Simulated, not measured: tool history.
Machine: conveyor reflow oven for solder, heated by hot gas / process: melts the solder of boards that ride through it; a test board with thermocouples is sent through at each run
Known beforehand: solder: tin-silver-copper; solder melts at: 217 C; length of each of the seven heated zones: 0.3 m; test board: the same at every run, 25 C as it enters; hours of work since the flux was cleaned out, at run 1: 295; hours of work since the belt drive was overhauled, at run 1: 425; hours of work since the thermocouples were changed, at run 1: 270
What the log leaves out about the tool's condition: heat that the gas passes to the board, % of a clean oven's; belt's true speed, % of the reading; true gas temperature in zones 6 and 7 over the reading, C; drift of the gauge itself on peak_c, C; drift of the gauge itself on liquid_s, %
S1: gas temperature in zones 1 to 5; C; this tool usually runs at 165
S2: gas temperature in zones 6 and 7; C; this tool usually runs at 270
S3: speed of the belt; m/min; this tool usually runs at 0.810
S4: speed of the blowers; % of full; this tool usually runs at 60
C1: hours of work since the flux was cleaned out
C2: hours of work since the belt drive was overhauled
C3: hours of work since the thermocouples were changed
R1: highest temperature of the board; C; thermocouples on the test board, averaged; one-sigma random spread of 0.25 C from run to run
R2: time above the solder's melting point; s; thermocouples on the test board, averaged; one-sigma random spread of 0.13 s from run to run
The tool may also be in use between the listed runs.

run	hour	S1	S2	S3	S4	C1	C2	C3	R1	R2
1	0.0	165	270	0.810	60	295	425	270	247.6	28.5
2	18.5	165	270	0.810	79	305	435	279	252.2	31.3
3	28.9	165	270	0.810	79	310	440	285	251.9	31.4
4	43.2	165	270	0.810	70	317	447	292	250.0	30.3
5	59.6	159	270	0.810	60	326	456	300	246.3	26.8
6	72.0	165	270	0.812	60	332	462	307	247.3	28.4
7	89.5	165	272	0.812	60	341	471	316	248.8	29.5
8	99.9	163	270	0.810	60	347	477	321	247.4	28.1
# hour 108.9: flux residue cleaned out of gas plates and filters
9	122.4	163	270	0.810	60	7	486	330	248.2	29.1
10	142.3	163	270	0.702	60	17	496	341	254.0	37.0
11	155.2	165	274	0.810	60	24	503	347	251.7	30.9
12	170.9	165	270	0.923	58	32	511	355	242.7	22.0
13	190.3	165	259	0.756	60	42	521	366	241.8	28.2
14	202.8	169	282	0.810	60	49	527	372	260.0	35.1
15	220.5	154	285	0.826	64	58	536	381	259.9	31.7
16	241.3	165	273	0.810	60	68	547	392	251.3	30.7
17	251.1	180	270	0.810	60	74	552	397	251.9	34.2
18	265.5	180	270	0.810	60	81	560	404	252.0	34.4
19	273.9	180	270	0.810	60	85	564	409	252.1	34.1
20	292.5	165	270	0.671	56	95	574	418	255.1	39.8
21	303.3	165	267	0.810	60	101	579	424	245.9	28.0
22	319.1	165	261	0.810	60	109	587	432	241.2	25.6

Below are 3 alternative next runs, each starting from the tool's condition after run 22. Predict each:
A	330.9	175	270	0.810	60	115	594	438	?	?
B	330.9	165	261	0.810	86	115	594	438	?	?
C	330.9	163	261	0.810	87	115	594	438	?	?

run	R1	R2
A	250.7	32.5
B	246.8	29.1
C	246.5	28.9
Had the tool no hidden state, the same runs would have come out as:
run	R1	R2
A	249.4	31.5
B	245.7	28.3
C	245.3	28.1
